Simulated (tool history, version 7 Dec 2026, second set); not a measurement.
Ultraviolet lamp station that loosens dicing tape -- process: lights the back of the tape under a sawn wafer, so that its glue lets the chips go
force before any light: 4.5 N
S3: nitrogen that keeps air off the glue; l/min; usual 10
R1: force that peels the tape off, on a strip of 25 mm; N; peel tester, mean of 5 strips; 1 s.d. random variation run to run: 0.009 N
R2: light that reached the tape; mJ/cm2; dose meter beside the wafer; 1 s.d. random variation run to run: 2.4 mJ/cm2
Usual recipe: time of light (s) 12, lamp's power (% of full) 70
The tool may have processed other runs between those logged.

run 1 hour=0 | time_of_light_(s)=12 lamp's_power_(%_of_full)=70 S3=10 | R1=0.472 R2=227
run 2 hour=68.5 | time_of_light_(s)=12 lamp's_power_(%_of_full)=70 S3=10 | R1=0.498 R2=223
-- hour=83.7 window cleaned of glue's vapour
run 3 hour=116.4 | time_of_light_(s)=12 lamp's_power_(%_of_full)=70 S3=10 | R1=0.412 R2=242
run 4 hour=156.9 | time_of_light_(s)=12 lamp's_power_(%_of_full)=82 S3=10 | R1=0.296 R2=284
run 5 hour=191.1 | time_of_light_(s)=12 lamp's_power_(%_of_full)=82 S3=10 | R1=0.302 R2=283
run 6 hour=257.2 | time_of_light_(s)=12 lamp's_power_(%_of_full)=82 S3=10 | R1=0.315 R2=266
run 7 hour=325.5 | time_of_light_(s)=12 lamp's_power_(%_of_full)=82 S3=10 | R1=0.322 R2=263
run 8 hour=367 | time_of_light_(s)=12 lamp's_power_(%_of_full)=82 S3=6 | R1=0.456 R2=259
run 9 hour=395.7 | time_of_light_(s)=12 lamp's_power_(%_of_full)=76 S3=10 | R1=0.414 R2=240
run 10 hour=440.1 | time_of_light_(s)=12 lamp's_power_(%_of_full)=70 S3=5 | R1=0.737 R2=218
run 11 hour=502 | time_of_light_(s)=12 lamp's_power_(%_of_full)=70 S3=5 | R1=0.792 R2=208
-- hour=519.4 window cleaned of glue's vapour
run 12 hour=545.8 | time_of_light_(s)=12 lamp's_power_(%_of_full)=70 S3=5 | R1=0.66 R2=230
run 13 hour=597.1 | time_of_light_(s)=12 lamp's_power_(%_of_full)=70 S3=5 | R1=0.689 R2=226
run 14 hour=628 | time_of_light_(s)=12 lamp's_power_(%_of_full)=70 S3=5 | R1=0.686 R2=224
run 15 hour=687.3 | time_of_light_(s)=12 lamp's_power_(%_of_full)=70 S3=5 | R1=0.72 R2=219
run 16 hour=755.4 | time_of_light_(s)=12 lamp's_power_(%_of_full)=70 S3=10 | R1=0.538 R2=214
run 17 hour=791.2 | time_of_light_(s)=12 lamp's_power_(%_of_full)=70 S3=10 | R1=0.542 R2=216
run 18 hour=822.5 | time_of_light_(s)=15 lamp's_power_(%_of_full)=91 S3=13 | R1=0.154 R2=340
run 19 hour=874.9 | time_of_light_(s)=20 lamp's_power_(%_of_full)=70 S3=10 | R1=0.19 R2=343
run 20 hour=932.6 | time_of_light_(s)=20 lamp's_power_(%_of_full)=82 S3=6 | R1=0.174 R2=394
-- hour=956.2 window cleaned of glue's vapour
run 21 hour=994.9 | time_of_light_(s)=11 lamp's_power_(%_of_full)=70 S3=7 | R1=0.685 R2=207
run 22 hour=1033.9 | time_of_light_(s)=11 lamp's_power_(%_of_full)=70 S3=7 | R1=0.693 R2=205
run 23 hour=1075.9 | time_of_light_(s)=11 lamp's_power_(%_of_full)=70 S3=7 | R1=0.703 R2=201
run 24 hour=1142 | time_of_light_(s)=12 lamp's_power_(%_of_full)=70 S3=4 | R1=0.859 R2=217
run 25 hour=1189.2 | time_of_light_(s)=12 lamp's_power_(%_of_full)=70 S3=4 | R1=0.919 R2=208
run 26 hour=1237.8 | time_of_light_(s)=12 lamp's_power_(%_of_full)=70 S3=4 | R1=0.939 R2=206
run 27 hour=1280.7 | time_of_light_(s)=12 lamp's_power_(%_of_full)=70 S3=4 | R1=0.917 R2=206
run 28 hour=1313.6 | time_of_light_(s)=11 lamp's_power_(%_of_full)=77 S3=10 | R1=0.579 R2=201
run 29 hour=1363.3 | time_of_light_(s)=19 lamp's_power_(%_of_full)=62 S3=8 | R1=0.35 R2=276

Each row is a separate what-if for the run after 29, all from the same tool condition, not one after another. Results?
-- hour=1388.9 window cleaned of glue's vapour
run A hour=1403.9 | time_of_light_(s)=19 lamp's_power_(%_of_full)=72 S3=8 | R1=? R2=?
-- hour=1388.9 window cleaned of glue's vapour
run B hour=1403.9 | time_of_light_(s)=21 lamp's_power_(%_of_full)=70 S3=6 | R1=? R2=?
-- hour=1388.9 window cleaned of glue's vapour
run C hour=1403.9 | time_of_light_(s)=19 lamp's_power_(%_of_full)=61 S3=8 | R1=? R2=?
-- hour=1388.9 window cleaned of glue's vapour
run D hour=1403.9 | time_of_light_(s)=19 lamp's_power_(%_of_full)=100 S3=8 | R1=? R2=?
-- hour=1388.9 window cleaned of glue's vapour
run E hour=1403.9 | time_of_light_(s)=23 lamp's_power_(%_of_full)=70 S3=11 | R1=? R2=?

run=A R1=0.197 R2=353
run=B R1=0.195 R2=375
run=C R1=0.28 R2=295
run=D R1=0.077 R2=481
run=E R1=0.1 R2=421
What these runs would have given with no unlogged condition in the tool:
run=A R1=0.137 R2=410
run=B R1=0.132 R2=437
run=C R1=0.191 R2=344
run=D R1=0.057 R2=560
run=E R1=0.073 R2=490
